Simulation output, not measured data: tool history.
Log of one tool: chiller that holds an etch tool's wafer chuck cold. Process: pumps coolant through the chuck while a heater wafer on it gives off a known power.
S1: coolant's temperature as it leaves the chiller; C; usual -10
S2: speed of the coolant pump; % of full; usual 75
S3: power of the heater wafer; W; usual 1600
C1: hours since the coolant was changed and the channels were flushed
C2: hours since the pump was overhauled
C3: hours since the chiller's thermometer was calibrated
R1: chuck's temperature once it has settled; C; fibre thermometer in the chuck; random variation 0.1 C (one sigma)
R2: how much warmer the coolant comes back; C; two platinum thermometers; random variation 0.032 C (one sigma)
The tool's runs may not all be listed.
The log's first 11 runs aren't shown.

Run 12, hour 222.9: usual settings but S1 -9 C; C1 6458; C2 616; C3 1764. Result: R1 9.3 C, R2 3.75 C.
Run 13, hour 245.3: usual settings but S1 -9 C; C1 6480; C2 638; C3 1786. Result: R1 9.3 C, R2 3.77 C.
Run 14, hour 266.0: usual settings but S1 -9 C; C1 6501; C2 659; C3 1807. Result: R1 9.6 C, R2 3.79 C.
Run 15, hour 296.9: usual settings but S3 812 W; C1 6532; C2 690; C3 1838. Result: R1 -0.5 C, R2 1.91 C.
Run 16, hour 315.2: usual settings but S3 812 W; C1 6550; C2 708; C3 1856. Result: R1 -0.6 C, R2 1.91 C.
Run 17, hour 335.3: usual settings but S3 812 W; C1 6570; C2 728; C3 1876. Result: R1 -0.6 C, R2 1.93 C.
Run 18, hour 351.9: usual settings but S1 -5 C, S2 100 % of full, S3 812 W; C1 6587; C2 745; C3 1893. Result: R1 2.5 C, R2 1.41 C.
Run 19, hour 378.1: usual settings but S1 -11 C, S3 834 W; C1 6613; C2 771; C3 1919. Result: R1 -1.4 C, R2 2.00 C.
Run 20, hour 411.0: usual settings but S1 -16 C, S2 73 % of full; C1 6646; C2 804; C3 1952. Result: R1 2.8 C, R2 3.82 C.
Run 21, hour 425.3: usual settings but S1 -4 C, S2 97 % of full, S3 1214 W; C1 6660; C2 819; C3 1966. Result: R1 7.6 C, R2 2.24 C.
Run 22, hour 453.6: usual settings but S2 74 % of full; C1 6689; C2 847; C3 1995. Result: R1 8.6 C, R2 3.75 C.
Run 23, hour 469.1: usual settings but S2 87 % of full, S3 1135 W; C1 6704; C2 862; C3 2010. Result: R1 1.8 C, R2 2.36 C.
Run 24, hour 493.8: usual settings but S1 -4 C, S2 78 % of full, S3 842 W; C1 6729; C2 887; C3 2035. Result: R1 5.4 C, R2 1.88 C.
Run 25, hour 511.8: usual settings but S1 -4 C, S2 99 % of full, S3 1278 W; C1 6747; C2 905; C3 2053. Result: R1 8.0 C, R2 2.27 C.
Run 26, hour 538.3: usual settings but S1 -4 C, S2 99 % of full, S3 1278 W; C1 6773; C2 931; C3 2079. Result: R1 8.1 C, R2 2.27 C.
Run 27, hour 558.0: usual settings but S1 -4 C, S2 99 % of full, S3 1278 W; C1 6793; C2 951; C3 2099. Result: R1 8.1 C, R2 2.27 C.
Run 28, hour 589.5: usual settings but S2 73 % of full; C1 6825; C2 983; C3 2131. Result: R1 9.1 C, R2 3.82 C.
Run 29, hour 615.4: usual settings but S2 73 % of full; C1 6850; C2 1009; C3 2156. Result: R1 8.9 C, R2 3.90 C.
Run 30, hour 633.0: usual settings but S2 73 % of full; C1 6868; C2 1026; C3 2174. Result: R1 9.2 C, R2 3.91 C.
Run 31, hour 658.7: usual settings but S1 -17 C, S2 87 % of full; C1 6894; C2 1052; C3 2200. Result: R1 -0.3 C, R2 3.23 C.
Run 32, hour 686.3: usual settings but S1 -3 C, S2 78 % of full, S3 1218 W; C1 6921; C2 1080; C3 2227. Result: R1 10.7 C, R2 2.84 C.

4 ways to go on from here, each from the tool as it stands after run 32. What would each give?
Run A, hour 718.0: usual settings but S1 -9 C, S2 81 % of full; C1 6953; C2 1111; C3 2259. Result: R1 ?, R2 ?.
Run B, hour 718.0: usual settings but S1 -13 C; C1 6953; C2 1111; C3 2259. Result: R1 ?, R2 ?.
Run C, hour 718.0: usual settings but S1 -9 C; C1 6953; C2 1111; C3 2259. Result: R1 ?, R2 ?.
Run D, hour 718.0: usual settings but S1 -19 C, S2 82 % of full, S3 1089 W; C1 6953; C2 1111; C3 2259. Result: R1 ?, R2 ?.

run    R1    R2
  A   8.7  3.48
  B   5.6  3.78
  C   9.5  3.75
  D  -6.9  2.35
Without the tool's hidden state the same runs would have given:
run    R1    R2
  A   6.2  3.48
  B   3.0  3.78
  C   6.9  3.75
  D  -8.5  2.35

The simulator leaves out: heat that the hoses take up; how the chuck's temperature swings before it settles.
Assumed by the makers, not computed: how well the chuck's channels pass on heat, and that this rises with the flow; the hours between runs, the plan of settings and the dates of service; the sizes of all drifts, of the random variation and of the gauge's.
